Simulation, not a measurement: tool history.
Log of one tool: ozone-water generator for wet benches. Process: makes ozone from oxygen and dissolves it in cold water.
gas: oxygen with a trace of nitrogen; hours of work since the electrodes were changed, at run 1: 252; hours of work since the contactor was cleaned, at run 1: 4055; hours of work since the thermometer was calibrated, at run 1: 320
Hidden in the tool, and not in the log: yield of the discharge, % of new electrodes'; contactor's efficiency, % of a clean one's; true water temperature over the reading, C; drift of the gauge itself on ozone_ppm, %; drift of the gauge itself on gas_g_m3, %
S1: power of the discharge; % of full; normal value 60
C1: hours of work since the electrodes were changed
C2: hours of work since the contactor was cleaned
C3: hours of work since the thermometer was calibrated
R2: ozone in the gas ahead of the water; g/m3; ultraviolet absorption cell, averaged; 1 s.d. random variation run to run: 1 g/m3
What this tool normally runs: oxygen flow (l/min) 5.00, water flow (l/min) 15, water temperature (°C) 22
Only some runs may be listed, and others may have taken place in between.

Run 1, hour 0.0: usual settings; C1 252; C2 4055; C3 320. Result: dissolved ozone (ppm) 22.5, R2 180.1 g/m3.
Run 2, hour 23.1: usual settings but S1 88 % of full; C1 266; C2 4069; C3 334. Result: dissolved ozone (ppm) 31.4, R2 250.4 g/m3.
Run 3, hour 46.9: usual settings but S1 88 % of full; C1 281; C2 4083; C3 348. Result: dissolved ozone (ppm) 31.4, R2 248.3 g/m3.
Run 4, hour 77.6: usual settings but S1 88 % of full; C1 299; C2 4102; C3 366. Result: dissolved ozone (ppm) 31.5, R2 248.9 g/m3.
Run 5, hour 111.8: usual settings but S1 88 % of full; C1 320; C2 4123; C3 387. Result: dissolved ozone (ppm) 32.0, R2 249.4 g/m3.
Run 6, hour 146.0: usual settings but S1 88 % of full; C1 340; C2 4143; C3 408. Result: dissolved ozone (ppm) 31.1, R2 247.9 g/m3.
Run 7, hour 183.8: usual settings but oxygen flow (l/min) 8.00; C1 363; C2 4166; C3 430. Result: dissolved ozone (ppm) 23.7, R2 153.9 g/m3.
Run 8, hour 220.3: usual settings but oxygen flow (l/min) 8.00; C1 385; C2 4188; C3 452. Result: dissolved ozone (ppm) 23.6, R2 152.3 g/m3.
Run 9, hour 254.4: usual settings; C1 406; C2 4209; C3 473. Result: dissolved ozone (ppm) 22.3, R2 177.1 g/m3.
Run 10, hour 289.7: usual settings but S1 93 % of full; C1 427; C2 4230; C3 494. Result: dissolved ozone (ppm) 32.3, R2 256.1 g/m3.
Run 11, hour 320.6: usual settings; C1 446; C2 4248; C3 513. Result: dissolved ozone (ppm) 22.5, R2 177.1 g/m3.
Run 12, hour 350.6: usual settings; C1 464; C2 4267; C3 531. Result: dissolved ozone (ppm) 22.7, R2 175.8 g/m3.
Run 13, hour 380.4: usual settings; C1 482; C2 4285; C3 549. Result: dissolved ozone (ppm) 22.3, R2 177.6 g/m3.
Run 14, hour 409.2: usual settings; C1 499; C2 4302; C3 566. Result: dissolved ozone (ppm) 22.4, R2 175.1 g/m3.
Run 15, hour 446.0: usual settings; C1 521; C2 4324; C3 589. Result: dissolved ozone (ppm) 22.4, R2 178.7 g/m3.
Run 16, hour 486.8: usual settings; C1 546; C2 4349; C3 613. Result: dissolved ozone (ppm) 22.6, R2 175.6 g/m3.
Run 17, hour 517.9: usual settings but S1 93 % of full, oxygen flow (l/min) 6.76; C1 565; C2 4367; C3 632. Result: dissolved ozone (ppm) 33.8, R2 233.4 g/m3.
Run 18, hour 543.2: usual settings but S1 54 % of full; C1 580; C2 4383; C3 647. Result: dissolved ozone (ppm) 20.7, R2 162.0 g/m3.
Run 19, hour 568.3: usual settings but S1 92 % of full; C1 595; C2 4398; C3 662. Result: dissolved ozone (ppm) 32.4, R2 253.7 g/m3.
Run 20, hour 594.2: usual settings but S1 76 % of full, oxygen flow (l/min) 4.13; C1 611; C2 4413; C3 678. Result: dissolved ozone (ppm) 26.6, R2 227.1 g/m3.
Run 21, hour 634.4: usual settings but oxygen flow (l/min) 5.84, water flow (l/min) 12; C1 635; C2 4438; C3 702. Result: dissolved ozone (ppm) 25.8, R2 165.5 g/m3.
Run 22, hour 673.6: usual settings but oxygen flow (l/min) 5.84, water flow (l/min) 12; C1 658; C2 4461; C3 726. Result: dissolved ozone (ppm) 26.4, R2 165.7 g/m3.
Run 23, hour 700.3: usual settings but oxygen flow (l/min) 5.84, water flow (l/min) 12; C1 675; C2 4477; C3 742. Result: dissolved ozone (ppm) 26.2, R2 165.7 g/m3.
Run 24, hour 732.8: usual settings but water temperature (°C) 15; C1 694; C2 4497; C3 761. Result: dissolved ozone (ppm) 25.2, R2 173.9 g/m3.
At hour 743.2: gauge calibrated.
Run 25, hour 762.1: usual settings but S1 66 % of full, oxygen flow (l/min) 7.73, water flow (l/min) 17, water temperature (°C) 15; C1 712; C2 4515; C3 779. Result: dissolved ozone (ppm) 27.1, R2 169.9 g/m3.
Run 26, hour 792.8: usual settings but oxygen flow (l/min) 6.55, water flow (l/min) 13; C1 730; C2 4533; C3 798. Result: dissolved ozone (ppm) 25.2, R2 165.6 g/m3.
Run 27, hour 823.0: usual settings but oxygen flow (l/min) 6.55, water flow (l/min) 13; C1 748; C2 4551; C3 816. Result: dissolved ozone (ppm) 24.8, R2 164.6 g/m3.
Run 28, hour 855.0: usual settings but oxygen flow (l/min) 6.55, water flow (l/min) 13; C1 768; C2 4571; C3 835. Result: dissolved ozone (ppm) 24.8, R2 163.7 g/m3.
Run 29, hour 895.8: usual settings but oxygen flow (l/min) 6.55, water flow (l/min) 13; C1 792; C2 4595; C3 860. Result: dissolved ozone (ppm) 25.1, R2 163.2 g/m3.
Run 30, hour 921.7: usual settings but oxygen flow (l/min) 6.55, water flow (l/min) 13; C1 808; C2 4611; C3 875. Result: dissolved ozone (ppm) 25.4, R2 163.9 g/m3.
Run 31, hour 954.1: usual settings but oxygen flow (l/min) 6.55, water flow (l/min) 13; C1 827; C2 4630; C3 895. Result: dissolved ozone (ppm) 25.2, R2 163.7 g/m3.
Run 32, hour 988.6: usual settings but S1 77 % of full, oxygen flow (l/min) 2.57, water temperature (°C) 18; C1 848; C2 4651; C3 916. Result: dissolved ozone (ppm) 24.9, R2 271.8 g/m3.

Consider 5 possible next runs. They are alternatives, not a sequence: every one starts from the tool as it was left by run 32. What does each give?
Run A, hour 1016.1: usual settings but oxygen flow (l/min) 5.06; C1 865; C2 4668; C3 932. Result: dissolved ozone (ppm) ?, R2 ?.
Run B, hour 1016.1: usual settings but S1 42 % of full, water flow (l/min) 17, water temperature (°C) 27; C1 865; C2 4668; C3 932. Result: dissolved ozone (ppm) ?, R2 ?.
Run C, hour 1016.1: usual settings but S1 46 % of full, oxygen flow (l/min) 2.57, water temperature (°C) 18; C1 865; C2 4668; C3 932. Result: dissolved ozone (ppm) ?, R2 ?.
Run D, hour 1016.1: usual settings but water flow (l/min) 13; C1 865; C2 4668; C3 932. Result: dissolved ozone (ppm) ?, R2 ?.
Run E, hour 1016.1: usual settings but S1 77 % of full, oxygen flow (l/min) 3.09, water temperature (°C) 23; C1 865; C2 4668; C3 932. Result: dissolved ozone (ppm) ?, R2 ?.

run  dissolved ozone (ppm)     R2
  A                   22.4  176.4
  B                   14.2  130.4
  C                   16.3  172.9
  D                   24.7  177.6
  E                   24.9  252.9
The same runs, with their run-to-run variation unchanged, on a tool lacking any hidden condition would have given:
run  dissolved ozone (ppm)     R2
  A                   22.4  178.4
  B                   14.3  131.9
  C                   16.3  174.9
  D                   24.7  179.6
  E                   24.9  255.7
